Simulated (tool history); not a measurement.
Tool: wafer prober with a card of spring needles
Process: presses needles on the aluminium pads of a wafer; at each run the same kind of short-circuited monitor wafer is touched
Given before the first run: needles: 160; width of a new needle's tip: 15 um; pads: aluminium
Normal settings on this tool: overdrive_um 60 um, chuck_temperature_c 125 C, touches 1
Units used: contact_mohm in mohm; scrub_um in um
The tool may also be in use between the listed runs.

run	hour	overdrive_um	chuck_temperature_c	touches	contact_mohm	scrub_um
1	0	60	125	1	189	9
2	6	60	125	2	193	9
3	15.2	60	49	1	176	9.02
4	22.2	60	125	1	190	9.01
5	32.7	60	43	1	175	9.02
6	43.5	60	43	1	174	9.09
7	57	60	125	1	193	9.05
8	66.1	60	125	1	191	9.13
9	76.6	60	125	1	192	9.09
10	83.2	60	125	1	195	9.06
11	94.5	60	125	1	193	9.09
12	103.8	60	125	1	191	9.11
13	114.6	60	125	1	190	8.93
14	122.4	60	125	1	191	9.01
15	128.2	60	125	1	194	9.06
16	140.2	60	125	1	195	9.03
17	153.2	50	125	1	195	7.5
18	167.1	68	116	3	184	10.39
19	175.7	76	116	3	182	11.38
20	183.1	68	116	3	187	10.24
21	194.3	68	116	3	185	10.23
22	204.8	66	32	1	172	9.95
23	213.5	66	79	1	183	9.95
24	225.6	55	38	2	174	8.32
25	232.9	55	38	2	175	8.31
26	242.8	55	91	2	187	8.3
27	248.9	42	125	1	200	6.34
28	258.4	74	125	3	188	11.1
29	269.6	74	59	3	174	11.11
30	283.5	74	31	3	170	11.09
31	295	62	32	1	173	9.37
32	308.2	74	32	1	171	11.24

Not shown: 55 entries that the log had between the listed runs. Between which runs, and how does the tool's hidden state differ before and after?
Run 1 -> run 2: tips cleaned on abrasive film (hour 5.9)
  nothing in the hidden state changes from one run to the other
Run 2 -> run 3: tips cleaned on abrasive film (hour 12.1)
  debris on the tips, nm: 0 -> 0.3
Run 3 -> run 4: tips cleaned on abrasive film (hour 18.4)
  nothing in the hidden state changes from one run to the other
Run 4 -> run 5: tips cleaned on abrasive film (hour 23.7); tips cleaned on abrasive film (hour 29.3)
  nothing in the hidden state changes from one run to the other
Run 5 -> run 6: tips cleaned on abrasive film (hour 35); tips cleaned on abrasive film (hour 40.6)
  debris on the tips, nm: 0.3 -> 0.2
Run 6 -> run 7: tips cleaned on abrasive film (hour 46.3); tips cleaned on abrasive film (hour 51.5); tips cleaned on abrasive film (hour 57)
  debris on the tips, nm: 0.2 -> 0
Run 7 -> run 8: tips cleaned on abrasive film (hour 62.8)
  debris on the tips, nm: 0 -> 0.3; tips' diameter, um: 15 -> 15.01
Run 8 -> run 9: tips cleaned on abrasive film (hour 68.2); tips cleaned on abrasive film (hour 74.6)
  debris on the tips, nm: 0.3 -> 0.2; way that the needles fall short of the set height, um: 0.01 -> 0.02
Run 9 -> run 10: tips cleaned on abrasive film (hour 80.2)
  nothing in the hidden state changes from one run to the other
Run 10 -> run 11: tips cleaned on abrasive film (hour 85.5); tips cleaned on abrasive film (hour 91.2)
  debris on the tips, nm: 0.2 -> 0.3
Run 11 -> run 12: tips cleaned on abrasive film (hour 96.5); tips cleaned on abrasive film (hour 102.7)
  debris on the tips, nm: 0.3 -> 0.1
Run 12 -> run 13: tips cleaned on abrasive film (hour 108.4); tips cleaned on abrasive film (hour 114.1)
  nothing in the hidden state changes from one run to the other
Run 13 -> run 14: tips cleaned on abrasive film (hour 119.4)
  debris on the tips, nm: 0.1 -> 0.2
Run 14 -> run 15: tips cleaned on abrasive film (hour 125.1)
  debris on the tips, nm: 0.2 -> 0.3
Run 15 -> run 16: tips cleaned on abrasive film (hour 130.3); tips cleaned on abrasive film (hour 135.5)
  nothing in the hidden state changes from one run to the other
Run 16 -> run 17: tips cleaned on abrasive film (hour 141.4); tips cleaned on abrasive film (hour 147); tips cleaned on abrasive film (hour 152.6)
  debris on the tips, nm: 0.3 -> 0.1
Run 17 -> run 18: tips cleaned on abrasive film (hour 157.9); tips cleaned on abrasive film (hour 163.8)
  debris on the tips, nm: 0.1 -> 0.3
Run 18 -> run 19: tips cleaned on abrasive film (hour 169.7); tips cleaned on abrasive film (hour 174.9)
  debris on the tips, nm: 0.3 -> 0.1
Run 19 -> run 20: tips cleaned on abrasive film (hour 180.5)
  debris on the tips, nm: 0.1 -> 0.2
Run 20 -> run 21: tips cleaned on abrasive film (hour 186.3); tips cleaned on abrasive film (hour 191.6)
  nothing in the hidden state changes from one run to the other
Run 21 -> run 22: tips cleaned on abrasive film (hour 197.6); tips cleaned on abrasive film (hour 203.5)
  debris on the tips, nm: 0.2 -> 0.1; way that the needles fall short of the set height, um: 0.02 -> 0.03
Run 22 -> run 23: tips cleaned on abrasive film (hour 208.9)
  debris on the tips, nm: 0.1 -> 0.4
Run 23 -> run 24: tips cleaned on abrasive film (hour 214.9); tips cleaned on abrasive film (hour 220.2); tips cleaned on abrasive film (hour 225.6)
  debris on the tips, nm: 0.4 -> 0
Run 24 -> run 25: height of the first contact set anew (hour 226.9); tips cleaned on abrasive film (hour 231.5)
  debris on the tips, nm: 0 -> 0.1; way that the needles fall short of the set height, um: 0.03 -> 0
Run 25 -> run 26: tips cleaned on abrasive film (hour 236.9); tips cleaned on abrasive film (hour 242.5)
  nothing in the hidden state changes from one run to the other
Run 26 -> run 27: tips cleaned on abrasive film (hour 248)
  nothing in the hidden state changes from one run to the other
Run 27 -> run 28: tips cleaned on abrasive film (hour 253.2); tips cleaned on abrasive film (hour 258.4)
  debris on the tips, nm: 0.1 -> 0
Run 28 -> run 29: tips cleaned on abrasive film (hour 264.8)
  debris on the tips, nm: 0 -> 0.4
Run 29 -> run 30: tips cleaned on abrasive film (hour 270.7); tips cleaned on abrasive film (hour 276.9); tips cleaned on abrasive film (hour 282.4)
  debris on the tips, nm: 0.4 -> 0.1
Run 30 -> run 31: tips cleaned on abrasive film (hour 287.8); tips cleaned on abrasive film (hour 293.1)
  debris on the tips, nm: 0.1 -> 0.2; way that the needles fall short of the set height, um: 0 -> 0.01
Run 31 -> run 32: tips cleaned on abrasive film (hour 299.3); tips cleaned on abrasive film (hour 304.9)
  debris on the tips, nm: 0.2 -> 0.3

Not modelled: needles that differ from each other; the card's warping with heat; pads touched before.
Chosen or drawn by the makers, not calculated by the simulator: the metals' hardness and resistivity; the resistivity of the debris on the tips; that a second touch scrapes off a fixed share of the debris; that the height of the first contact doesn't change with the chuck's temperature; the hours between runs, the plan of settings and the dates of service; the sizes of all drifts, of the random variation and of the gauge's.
